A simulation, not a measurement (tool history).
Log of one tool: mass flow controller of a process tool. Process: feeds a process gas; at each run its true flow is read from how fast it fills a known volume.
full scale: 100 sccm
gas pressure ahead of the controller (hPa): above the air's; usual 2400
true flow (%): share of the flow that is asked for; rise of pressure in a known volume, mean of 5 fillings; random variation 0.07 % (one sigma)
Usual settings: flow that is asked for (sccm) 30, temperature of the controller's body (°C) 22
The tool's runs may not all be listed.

| run | hour | flow that is asked for (sccm) | gas pressure ahead of the controller (hPa) | temperature of the controller's body (°C) | true flow (%) |
|---|---|---|---|---|---|
| 1 | 0.0 | 30 | 2400 | 22 | 97.70 |
| 2 | 165.2 | 30 | 1760 | 22 | 97.43 |
| 3 | 335.0 | 30 | 1760 | 22 | 97.19 |
| 4 | 521.3 | 30 | 1760 | 22 | 97.19 |
| 5 | 723.1 | 30 | 2400 | 22 | 97.31 |
| 6 | 920.5 | 30 | 2400 | 22 | 97.32 |
| 7 | 1015.0 | 30 | 1970 | 22 | 97.22 |
| 8 | 1117.2 | 30 | 2400 | 22 | 97.15 |
| 9 | 1260.0 | 30 | 2400 | 22 | 97.27 |
| 10 | 1475.1 | 30 | 2400 | 34 | 97.70 |
| 11 | 1685.6 | 30 | 2400 | 22 | 97.12 |
| 12 | 1871.7 | 30 | 2720 | 22 | 97.18 |
| 13 | 2070.1 | 30 | 2060 | 22 | 96.78 |
| 14 | 2208.2 | 30 | 2060 | 22 | 96.82 |
| 15 | 2346.8 | 30 | 2060 | 22 | 96.67 |
| 16 | 2496.1 | 30 | 2060 | 22 | 96.64 |
| 17 | 2622.0 | 30 | 1490 | 22 | 96.42 |
| 18 | 2840.9 | 30 | 1490 | 22 | 96.32 |
| 19 | 3054.3 | 30 | 2400 | 22 | 96.47 |
| 20 | 3147.9 | 30 | 2040 | 22 | 96.45 |
| 21 | 3300.9 | 30 | 2150 | 22 | 96.38 |
| 22 | 3432.5 | 30 | 1690 | 22 | 96.23 |
| 23 | 3539.1 | 30 | 2400 | 22 | 96.33 |
| 24 | 3651.1 | 30 | 2400 | 34 | 96.95 |
| 25 | 3852.7 | 30 | 1420 | 34 | 96.81 |
| 26 | 3999.8 | 93 | 1890 | 33 | 99.02 |
| 27 | 4161.7 | 24 | 2150 | 25 | 95.73 |
| 28 | 4320.5 | 30 | 2580 | 25 | 96.40 |
| 29 | 4513.4 | 30 | 2580 | 23 | 96.26 |
| 30 | 4689.2 | 30 | 2580 | 23 | 96.18 |
| 31 | 4914.2 | 11 | 2580 | 23 | 91.39 |
| 32 | 5127.8 | 51 | 1920 | 25 | 97.33 |
| 33 | 5259.9 | 18 | 1920 | 25 | 93.87 |
| 34 | 5483.4 | 18 | 1920 | 25 | 93.90 |
| 35 | 5694.4 | 18 | 1920 | 25 | 93.71 |
| 36 | 5793.8 | 18 | 1920 | 25 | 93.61 |
| 37 | 6006.1 | 30 | 1520 | 22 | 95.39 |
| 38 | 6211.0 | 80 | 2620 | 37 | 98.96 |
| 39 | 6351.1 | 43 | 2620 | 21 | 96.61 |
| 40 | 6461.9 | 24 | 2400 | 35 | 95.20 |
| 41 | 6670.7 | 15 | 2400 | 35 | 92.74 |
| 42 | 6763.7 | 58 | 1460 | 38 | 97.83 |
| 43 | 6887.5 | 23 | 1750 | 20 | 93.99 |
| 44 | 7041.8 | 23 | 1750 | 20 | 94.03 |
| 45 | 7181.3 | 30 | 2400 | 23 | 95.26 |
| 46 | 7364.2 | 11 | 2200 | 38 | 90.06 |
| 47 | 7466.2 | 96 | 2140 | 32 | 98.82 |

4 ways to go on from here, each from the tool as it stands after run 47. What would each give?
| A | 7646.1 | 69 | 1920 | 27 | ? |
| B | 7646.1 | 13 | 2400 | 21 | ? |
| C | 7646.1 | 69 | 2100 | 24 | ? |
| D | 7646.1 | 72 | 2400 | 25 | ? |

| run | true flow (%) |
|---|---|
| A | 97.59 |
| B | 90.37 |
| C | 97.64 |
| D | 97.86 |
Without the tool's hidden state the same runs would have given:
| run | true flow (%) |
|---|---|
| A | 99.61 |
| B | 98.65 |
| C | 99.66 |
| D | 99.82 |
